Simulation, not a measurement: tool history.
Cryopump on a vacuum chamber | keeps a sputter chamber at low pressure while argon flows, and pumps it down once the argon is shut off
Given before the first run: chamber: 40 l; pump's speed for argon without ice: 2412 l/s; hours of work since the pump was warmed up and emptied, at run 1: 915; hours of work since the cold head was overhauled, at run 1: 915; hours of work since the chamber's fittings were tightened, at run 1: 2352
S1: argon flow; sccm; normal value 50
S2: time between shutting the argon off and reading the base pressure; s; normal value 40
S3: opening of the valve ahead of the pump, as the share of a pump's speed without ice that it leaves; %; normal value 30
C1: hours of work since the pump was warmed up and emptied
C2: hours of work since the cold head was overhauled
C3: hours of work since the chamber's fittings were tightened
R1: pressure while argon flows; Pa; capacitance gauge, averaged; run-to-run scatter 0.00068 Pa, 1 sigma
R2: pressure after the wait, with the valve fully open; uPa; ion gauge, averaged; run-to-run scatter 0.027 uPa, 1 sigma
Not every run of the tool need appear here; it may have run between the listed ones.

run	hour	S1	S2	S3	C1	C2	C3	R1	R2
1	0	50	40	30	915	915	2352	0.1253	1.82
2	69.2	50	40	21	971	971	2408	0.175	1.87
3	110.6	50	40	21	1005	1005	2442	0.1763	1.87
4	181.1	50	40	30	1062	1062	2499	0.1252	1.81
# hour 231.3: pump warmed up, emptied and cooled again
5	239.2	25	40	30	6	1105	2543	0.0583	1.76
6	283	50	40	27	42	1141	2578	0.1313	1.75
7	354	50	126	27	100	1198	2636	0.1311	0.79
8	402.3	50	126	27	139	1238	2675	0.1304	0.76
9	471	50	126	27	195	1294	2731	0.1307	0.75
10	527.6	50	23	30	241	1340	2777	0.1199	2.82
# hour 556.2: leaking fittings of the chamber tightened, without venting
11	589.4	50	23	30	290	1388	27	0.1182	2.66
12	622.6	50	296	30	317	1415	54	0.1203	0.36
13	656.1	77	26	21	344	1443	81	0.2609	2.4
14	732.8	31	40	30	406	1505	144	0.074	1.62
15	769.1	31	40	30	436	1535	173	0.0746	1.64
16	808.5	25	62	30	468	1567	205	0.0599	1.06
17	859.5	25	62	30	509	1608	247	0.0604	1.08
18	900.9	25	62	30	543	1642	280	0.0608	1.15
19	966.1	25	226	30	596	1695	333	0.0616	0.44
20	1028.9	25	54	52	647	1746	384	0.0371	1.28
21	1065	25	54	52	676	1775	414	0.0357	1.24
22	1107.6	44	181	56	711	1810	448	0.0604	0.5

Consider 3 possible next runs. They are alternatives, not a sequence: every one starts from the tool as it was left by run 22. What does each give?
A	1175.9	54	181	56	767	1865	504	?	?
B	1175.9	36	164	30	767	1865	504	?	?
C	1175.9	55	181	33	767	1865	504	?	?

run	R1	R2
A	0.0736	0.49
B	0.0895	0.55
C	0.1235	0.52
With no hidden state in the tool, these same runs would have given:
run	R1	R2
A	0.0664	0.43
B	0.0846	0.48
C	0.1161	0.46

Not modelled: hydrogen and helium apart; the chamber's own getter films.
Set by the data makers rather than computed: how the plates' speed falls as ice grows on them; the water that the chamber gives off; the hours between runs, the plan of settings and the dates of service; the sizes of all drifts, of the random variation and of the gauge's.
